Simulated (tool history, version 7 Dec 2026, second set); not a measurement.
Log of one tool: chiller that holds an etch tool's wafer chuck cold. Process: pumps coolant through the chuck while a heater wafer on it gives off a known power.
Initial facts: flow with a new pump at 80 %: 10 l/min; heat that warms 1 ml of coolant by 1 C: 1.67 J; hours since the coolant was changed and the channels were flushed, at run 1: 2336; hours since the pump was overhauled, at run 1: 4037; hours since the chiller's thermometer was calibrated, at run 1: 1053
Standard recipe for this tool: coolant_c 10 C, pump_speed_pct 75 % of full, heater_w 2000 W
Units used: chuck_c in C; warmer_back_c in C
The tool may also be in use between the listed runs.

run	hour	coolant_c	pump_speed_pct	heater_w	hours since the coolant was changed and the channels were flushed	hours since the pump was overhauled	hours since the chiller's thermometer was calibrated	chuck_c	warmer_back_c
1	0.0	10	75	2000	2336	4037	1053	28.7	7.72
2	183.3	10	75	2000	2520	4220	1236	28.7	7.74
3	388.6	10	75	2000	2725	4425	1441	28.9	7.71
4	525.1	10	75	2000	2861	4562	1578	28.7	7.81
5	728.1	10	75	2000	3064	4765	1781	28.7	7.80
6	865.0	10	75	2000	3201	4902	1918	28.7	7.69
7	978.9	15	75	2000	3315	5016	2032	33.7	7.75
8	1084.7	10	75	2000	3421	5122	2137	28.7	7.76
9	1181.5	10	75	2000	3518	5218	2234	28.7	7.71
10	1300.5	10	65	2000	3637	5337	2353	30.9	9.09
11	1409.5	5	78	2993	3746	5446	2462	32.3	11.11
12	1565.1	10	90	1916	3901	5602	2618	25.7	5.97
13	1753.2	10	90	1916	4089	5790	2806	25.9	6.02
14	1929.8	10	90	1916	4266	5967	2983	25.7	6.12
15	2085.7	18	96	2000	4422	6123	3138	33.4	5.89
16	2243.8	5	75	1391	4580	6281	3296	17.9	5.43
17	2384.3	13	94	2000	4721	6421	3437	29.0	6.01

Below are 5 alternative next runs, each starting from the tool's condition after run 17. Predict each:
A	2556.5	10	75	2189	4893	6593	3609	?	?
B	2556.5	10	75	1496	4893	6593	3609	?	?
C	2556.5	0	82	2501	4893	6593	3609	?	?
D	2556.5	13	94	2427	4893	6593	3609	?	?
E	2556.5	16	94	2000	4893	6593	3609	?	?

run	chuck_c	warmer_back_c
A	30.4	8.53
B	24.2	5.79
C	21.8	8.77
D	32.2	7.34
E	31.9	6.07
Take away the tool's hidden state, keep each run's random variation, and the runs would have read:
run	chuck_c	warmer_back_c
A	30.4	8.51
B	24.2	5.78
C	21.7	8.76
D	32.2	7.33
E	31.8	6.06
